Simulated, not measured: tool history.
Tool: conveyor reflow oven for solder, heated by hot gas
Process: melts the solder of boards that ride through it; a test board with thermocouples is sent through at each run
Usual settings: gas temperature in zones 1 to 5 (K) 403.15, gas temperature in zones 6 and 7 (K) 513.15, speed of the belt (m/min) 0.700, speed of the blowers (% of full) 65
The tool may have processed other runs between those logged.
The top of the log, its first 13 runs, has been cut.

run     day  gas temperature in zones 1 to 5 (K)  gas temperature in zones 6 and 7 (K)  speed of the belt (m/min)  speed of the blowers (% of full)  hours of work since the flux was cleaned out  hours of work since the belt drive was overhauled  hours of work since the thermocouples were changed  highest temperature of the board (K)  time above the solder's melting point (s)
 14  26.792                               403.15                                513.15                      0.700                                65                                           455                                                556                                                 143                                489.75                                      42.02
 15  29.350                               403.15                                513.15                      0.700                                65                                           480                                                580                                                 168                                489.55                                      41.98
     29.762  -- flux residue cleaned out of gas plates and filters
 16  31.983                               403.15                                522.15                      0.700                                65                                            21                                                604                                                 191                                495.75                                      45.81
 17  34.538                               411.15                                523.15                      0.822                                82                                            46                                                628                                                 216                                495.45                                      40.54
 18  37.438                               391.15                                513.15                      0.700                                72                                            74                                                656                                                 244                                487.05                                      37.85
     38.783  -- flux residue cleaned out of gas plates and filters, once more
 19  40.162                               410.15                                513.15                      0.742                                54                                            13                                                680                                                 268                                487.95                                      40.18
 20  42.279                               403.15                                504.15                      0.594                                65                                            34                                                701                                                 288                                490.35                                      51.83
 21  45.025                               403.15                                504.15                      0.829                                63                                            60                                                727                                                 315                                477.45                                      26.85
 22  47.733                               401.15                                513.15                      0.696                                80                                            86                                                753                                                 341                                495.85                                      46.57
 23  50.633                               406.15                                523.15                      0.677                                55                                           114                                                781                                                 369                                499.45                                      50.59
 24  53.096                               406.15                                523.15                      0.677                                55                                           138                                                805                                                 393                                499.15                                      50.60
 25  55.833                               406.15                                523.15                      0.677                                55                                           164                                                831                                                 419                                499.15                                      50.61
 26  57.271                               406.15                                523.15                      0.635                                84                                           178                                                845                                                 433                                508.95                                      59.46
 27  58.479                               394.15                                513.15                      0.701                                83                                           190                                                857                                                 444                                494.75                                      44.07
 28  59.804                               394.15                                513.15                      0.701                                83                                           203                                                870                                                 457                                494.85                                      44.24

Run 29 has not been measured yet. What should we expect?
 29  61.475                               401.15                                516.15                      0.778                                63                                           219                                                886                                                 473                                     ?                                          ?

highest temperature of the board (K): 488.85
time above the solder's melting point (s): 36.90
Were there no unlogged condition in the tool, this run, its random variation unchanged, would have produced highest temperature of the board (K) 487.95, time above the solder's melting point (s) 35.54.

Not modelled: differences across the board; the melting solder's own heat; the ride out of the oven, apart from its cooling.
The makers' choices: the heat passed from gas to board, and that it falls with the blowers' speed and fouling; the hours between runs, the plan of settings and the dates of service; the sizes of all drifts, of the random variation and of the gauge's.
